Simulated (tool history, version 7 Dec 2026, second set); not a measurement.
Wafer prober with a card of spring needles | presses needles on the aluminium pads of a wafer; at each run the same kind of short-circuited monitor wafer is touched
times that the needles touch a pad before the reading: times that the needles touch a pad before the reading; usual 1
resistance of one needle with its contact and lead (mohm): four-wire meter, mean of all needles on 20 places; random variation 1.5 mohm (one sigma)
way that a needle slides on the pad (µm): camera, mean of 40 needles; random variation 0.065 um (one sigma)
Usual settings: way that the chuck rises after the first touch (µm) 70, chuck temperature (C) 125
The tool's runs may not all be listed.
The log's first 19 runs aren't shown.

run   hour  way that the chuck rises after the first touch (µm)  chuck temperature (C)  times that the needles touch a pad before the reading  resistance of one needle with its contact and lead (mohm)  way that a needle slides on the pad (µm)
     563.4  -- tips cleaned on abrasive film
 20  568.7                                                   71                     38                                                      1                                                        147                                     13.50
     585.8  -- tips cleaned on abrasive film
 21  597.1                                                   70                     87                                                      3                                                        145                                     13.27
     609.0  -- tips cleaned on abrasive film
 22  627.5                                                   70                    108                                                      1                                                        167                                     13.17
     630.3  -- tips cleaned on abrasive film
     651.3  -- tips cleaned on abrasive film
 23  657.5                                                   60                     69                                                      2                                                        153                                     11.15
     672.2  -- tips cleaned on abrasive film
 24  681.9                                                   60                     69                                                      2                                                        153                                     11.08
     695.3  -- tips cleaned on abrasive film
     701.4  -- height of the first contact set anew
 25  709.4                                                   72                     69                                                      3                                                        139                                     14.29
     717.5  -- tips cleaned on abrasive film
 26  732.5                                                   89                    125                                                      2                                                        147                                     17.61
     738.4  -- tips cleaned on abrasive film
     759.3  -- tips cleaned on abrasive film
 27  763.2                                                   89                    125                                                      2                                                        141                                     17.48
     780.5  -- tips cleaned on abrasive film
 28  798.8                                                   89                     71                                                      2                                                        142                                     17.68
     801.6  -- tips cleaned on abrasive film
     822.4  -- tips cleaned on abrasive film
 29  830.0                                                   70                    125                                                      3                                                        148                                     13.82
     844.3  -- tips cleaned on abrasive film
 30  847.4                                                   72                     71                                                      2                                                        139                                     14.14
     866.9  -- tips cleaned on abrasive film
 31  878.2                                                   72                     71                                                      2                                                        146                                     14.10
     889.5  -- tips cleaned on abrasive film
     911.2  -- tips cleaned on abrasive film
 32  911.9                                                   72                     71                                                      2                                                        137                                     14.12

3 ways to go on from here, each from the tool as it stands after run 32. What would each give?
     933.0  -- tips cleaned on abrasive film
  A  940.9                                                   83                    125                                                      1                                                          ?                                         ?
     933.0  -- tips cleaned on abrasive film
  B  940.9                                                   64                    120                                                      2                                                          ?                                         ?
     933.0  -- tips cleaned on abrasive film
  C  940.9                                                   81                     71                                                      2                                                          ?                                         ?

run  resistance of one needle with its contact and lead (mohm)  way that a needle slides on the pad (µm)
  A                                                        154                                     16.26
  B                                                        153                                     12.51
  C                                                        143                                     15.79
Without the tool's hidden state the same runs would have given:
run  resistance of one needle with its contact and lead (mohm)  way that a needle slides on the pad (µm)
  A                                                        140                                     16.47
  B                                                        136                                     12.72
  C                                                        132                                     16.00
